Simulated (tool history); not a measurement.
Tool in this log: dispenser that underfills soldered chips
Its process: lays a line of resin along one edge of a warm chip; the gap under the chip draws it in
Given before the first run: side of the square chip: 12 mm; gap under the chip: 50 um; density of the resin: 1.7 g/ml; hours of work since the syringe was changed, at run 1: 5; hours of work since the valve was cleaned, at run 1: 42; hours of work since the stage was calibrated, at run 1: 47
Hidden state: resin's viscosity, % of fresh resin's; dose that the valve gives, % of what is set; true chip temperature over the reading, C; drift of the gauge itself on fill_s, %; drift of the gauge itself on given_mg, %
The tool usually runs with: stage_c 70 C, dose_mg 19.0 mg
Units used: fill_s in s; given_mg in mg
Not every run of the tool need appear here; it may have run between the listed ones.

run,hour,stage_c,dose_mg,hours of work since the syringe was changed,hours of work since the valve was cleaned,hours of work since the stage was calibrated,fill_s,given_mg
1,0.0,70,19.0,5,42,47,133.6,18.79
# hour 7.0: new syringe of resin
2,16.0,82,19.0,6,53,57,85.5,18.55
# hour 21.1: new syringe of resin
3,25.6,82,19.0,3,59,63,71.3,18.55
# hour 34.9: new syringe of resin
4,34.9,76,19.0,0,65,69,75.9,18.59
# hour 48.5: new syringe of resin
5,48.5,76,19.0,0,74,78,78.0,18.46
6,60.5,76,19.0,8,82,86,126.1,18.41
# hour 63.2: new syringe of resin
# hour 69.3: dispensing valve cleaned and set on the balance
7,69.5,76,19.0,4,0,92,94.5,18.97
# hour 78.7: new syringe of resin
8,78.7,67,19.0,0,6,97,115.7,18.92
9,91.6,67,19.0,9,15,106,190.9,18.84
# hour 92.7: new syringe of resin
10,101.6,67,19.0,6,21,113,162.2,18.82
# hour 106.4: new syringe of resin
11,111.2,67,19.0,3,27,119,138.2,18.80
# hour 120.7: new syringe of resin
12,127.1,67,19.0,4,38,129,147.5,18.76
# hour 134.7: new syringe of resin
13,136.3,67,19.0,1,44,135,123.6,18.74
14,146.0,65,23.5,8,50,142,191.8,23.17
# hour 148.8: new syringe of resin
15,157.9,83,19.0,6,58,150,82.9,18.57
# hour 163.0: new syringe of resin
16,173.5,78,23.7,7,69,160,105.2,23.04
# hour 177.5: new syringe of resin
17,189.4,57,17.7,8,79,170,297.7,17.12
# hour 191.1: new syringe of resin
# hour 201.9: dispensing valve cleaned and set on the balance
18,201.9,67,20.4,7,0,178,164.3,20.40
# hour 206.2: new syringe of resin
19,212.1,67,20.4,4,7,185,145.3,20.25
# hour 219.9: new syringe of resin
20,228.7,61,16.4,6,18,196,217.3,16.27
# hour 234.1: new syringe of resin
21,242.2,64,16.1,5,26,204,190.9,15.98
# hour 248.8: new syringe of resin
22,254.7,64,16.1,4,35,213,175.6,15.88

Here are 3 independent what-if runs from the current tool condition. What would each one return?
A,261.9,80,23.9,9,39,217,?,?
B,261.9,63,19.7,9,39,217,?,?
C,261.9,59,23.7,9,39,217,?,?

run,fill_s,given_mg
A,105.3,23.60
B,230.4,19.29
C,274.4,23.29
Stripped of hidden state, with their random variation kept, the same runs would have yielded:
run,fill_s,given_mg
A,61.5,23.99
B,134.1,19.61
C,160.0,23.67

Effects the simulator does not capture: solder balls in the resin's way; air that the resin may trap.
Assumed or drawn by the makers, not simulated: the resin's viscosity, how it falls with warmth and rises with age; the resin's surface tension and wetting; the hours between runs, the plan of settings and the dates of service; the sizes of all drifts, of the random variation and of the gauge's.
